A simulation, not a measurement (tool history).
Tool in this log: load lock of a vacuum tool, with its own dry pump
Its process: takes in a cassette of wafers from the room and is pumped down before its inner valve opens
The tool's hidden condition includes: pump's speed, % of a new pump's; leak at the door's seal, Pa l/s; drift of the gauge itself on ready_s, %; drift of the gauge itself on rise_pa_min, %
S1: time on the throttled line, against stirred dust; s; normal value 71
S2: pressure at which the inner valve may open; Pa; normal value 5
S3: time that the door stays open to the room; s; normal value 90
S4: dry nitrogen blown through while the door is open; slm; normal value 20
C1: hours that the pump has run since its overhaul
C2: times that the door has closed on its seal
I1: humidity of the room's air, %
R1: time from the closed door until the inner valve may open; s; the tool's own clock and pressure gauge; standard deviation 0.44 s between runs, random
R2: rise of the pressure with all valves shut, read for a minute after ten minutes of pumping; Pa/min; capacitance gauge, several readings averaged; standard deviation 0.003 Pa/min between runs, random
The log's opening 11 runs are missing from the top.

run    hour   S1  S2   S3  S4     C1     C2    I1     R1     R2
 12  3323.4   71   5   90  20  10674  36166  48.1   97.4  0.114
     3401.1  -- dry pump taken out, an overhauled one fitted
 13  3551.6   71   8   90  20    150  36947  46.8   89.8  0.114
 14  3902.7   71   8   90  20    502  38182  44.9   90.5  0.122
 15  4141.1   71   8   90  20    740  39021  46.4   89.9  0.121
 16  4505.3   71   8   90  20   1104  40302  48.1   90.5  0.126
 17  4817.3   71   5   90  20   1416  41399  48.8   91.8  0.132
 18  4996.3   71   5   90  20   1595  42029  47.4   91.6  0.136
 19  5276.6   71   5   90  20   1875  43015  43.3   91.7  0.136
 20  5526.4   45   6   51  10   2125  43894  47.1   68.3  0.146
 21  5823.6   70   5   86  16   2423  44939  44.6     91  0.151
 22  6068.3   70   5   86  16   2667  45800  41.5   91.1   0.15
 23  6413.3   71   5  203  20   3012  47013  46.8   92.7  0.156
 24  6582.8   71   5  203  20   3182  47610  43.2     92  0.161
 25  6768.4   71   5   90   5   3367  48262    45   92.3  0.182
 26  6931.8   71   5   90   5   3531  48837  46.2   92.9  0.178
 27  7174.9  140   6   64  11   3774  49692  48.9    155  0.168
 28  7469.4  140   6   64  11   4068  50728  42.3  154.9  0.175
 29  7810.8  140   6   64  11   4410  51929  47.3  155.4  0.183
 30  8195.4   71   5  226  16   4794  53282  44.8     93   0.19
 31  8381.2   77   5   90  28   4980  53936  48.3   98.8  0.186
 32    8609   77   7   90  11   5208  54737  45.2   97.1  0.204
 33  8987.2   77   7  142  22   5586  56067  44.2   97.6  0.198
 34  9329.7   45   7   59  19   5929  57272  43.9   68.8  0.199

Run 35 is up next; what results do you expect?
 35  9535.8  45   7  59  19  6135  57997  43.8   ?   ?

{"run 35": {"R1": 69.7, "R2": 0.204}}
Minus the tool's unlogged condition, the same run would have read R1 67.2 s, R2 0.02 Pa/min.

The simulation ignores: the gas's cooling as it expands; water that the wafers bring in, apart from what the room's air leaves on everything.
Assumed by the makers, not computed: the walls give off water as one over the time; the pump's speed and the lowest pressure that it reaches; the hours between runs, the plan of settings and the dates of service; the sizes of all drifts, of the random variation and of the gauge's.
